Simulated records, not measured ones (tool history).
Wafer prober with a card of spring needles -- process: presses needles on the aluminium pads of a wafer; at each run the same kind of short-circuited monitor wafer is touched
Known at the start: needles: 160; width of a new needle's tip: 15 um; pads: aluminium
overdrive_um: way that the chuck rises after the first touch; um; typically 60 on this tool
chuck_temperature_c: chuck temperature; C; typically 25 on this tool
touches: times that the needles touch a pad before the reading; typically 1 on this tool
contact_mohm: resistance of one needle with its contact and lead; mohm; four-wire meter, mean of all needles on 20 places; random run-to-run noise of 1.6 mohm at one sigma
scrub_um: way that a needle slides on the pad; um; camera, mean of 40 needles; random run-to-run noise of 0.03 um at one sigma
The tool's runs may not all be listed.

| run | hour | overdrive_um | chuck_temperature_c | touches | contact_mohm | scrub_um |
|---|---|---|---|---|---|---|
| 1 | 0.0 | 60 | 25 | 1 | 156 | 8.83 |
| 2 | 6.0 | 60 | 25 | 1 | 157 | 8.83 |
|  | 7.7 | tips cleaned on abrasive film |
| 3 | 12.8 | 69 | 25 | 1 | 158 | 10.19 |
| 4 | 24.7 | 69 | 25 | 1 | 155 | 10.17 |
|  | 36.3 | tips cleaned on abrasive film |
| 5 | 37.0 | 60 | 82 | 1 | 165 | 8.83 |
| 6 | 46.6 | 60 | 82 | 1 | 168 | 8.79 |
| 7 | 55.2 | 60 | 25 | 1 | 156 | 8.78 |
|  | 64.2 | tips cleaned on abrasive film |
| 8 | 64.6 | 60 | 25 | 1 | 156 | 8.83 |
| 9 | 74.5 | 60 | 25 | 1 | 155 | 8.82 |
| 10 | 85.9 | 60 | 25 | 1 | 156 | 8.80 |
|  | 92.6 | tips cleaned on abrasive film |
| 11 | 92.9 | 64 | 25 | 1 | 153 | 9.37 |
| 12 | 102.9 | 60 | 37 | 3 | 158 | 8.75 |
| 13 | 113.6 | 43 | 37 | 3 | 161 | 6.31 |
|  | 120.3 | tips cleaned on abrasive film |
| 14 | 124.8 | 43 | 37 | 3 | 161 | 6.26 |
| 15 | 137.7 | 49 | 25 | 1 | 155 | 7.10 |
|  | 148.2 | tips cleaned on abrasive film |
| 16 | 150.8 | 49 | 25 | 1 | 156 | 7.14 |
| 17 | 163.0 | 64 | 32 | 2 | 159 | 9.31 |
| 18 | 172.0 | 48 | 25 | 1 | 160 | 6.95 |
|  | 176.2 | tips cleaned on abrasive film |
| 19 | 180.0 | 60 | 73 | 3 | 165 | 8.72 |
| 20 | 189.0 | 45 | 115 | 2 | 175 | 6.58 |
| 21 | 200.7 | 45 | 115 | 2 | 178 | 6.56 |

Some steps in scrub_um between neighbouring runs. How much of each would the tool show without its hidden state too (settings, what came in, random variation), and how much is left for the hidden state, with any gauge scatter that isn't in both results?
What the log doesn't record here: debris on the tips, nm; way that the needles fall short of the set height, um; tips' diameter, um; drift of the gauge itself on contact_mohm, %; drift of the gauge itself on scrub_um, %.
Run 12 -> 13: overdrive_um 60 -> 43. scrub_um -2.44 um: hidden state +0.01, all else -2.45.
Run 16 -> 17: overdrive_um 49 -> 64, chuck_temperature_c 25 -> 32, touches 1 -> 2. scrub_um +2.17 um: hidden state -0.03, all else +2.20.
Run 17 -> 18: overdrive_um 64 -> 48, chuck_temperature_c 32 -> 25, touches 2 -> 1. scrub_um -2.36 um: hidden state +0.03, all else -2.39.
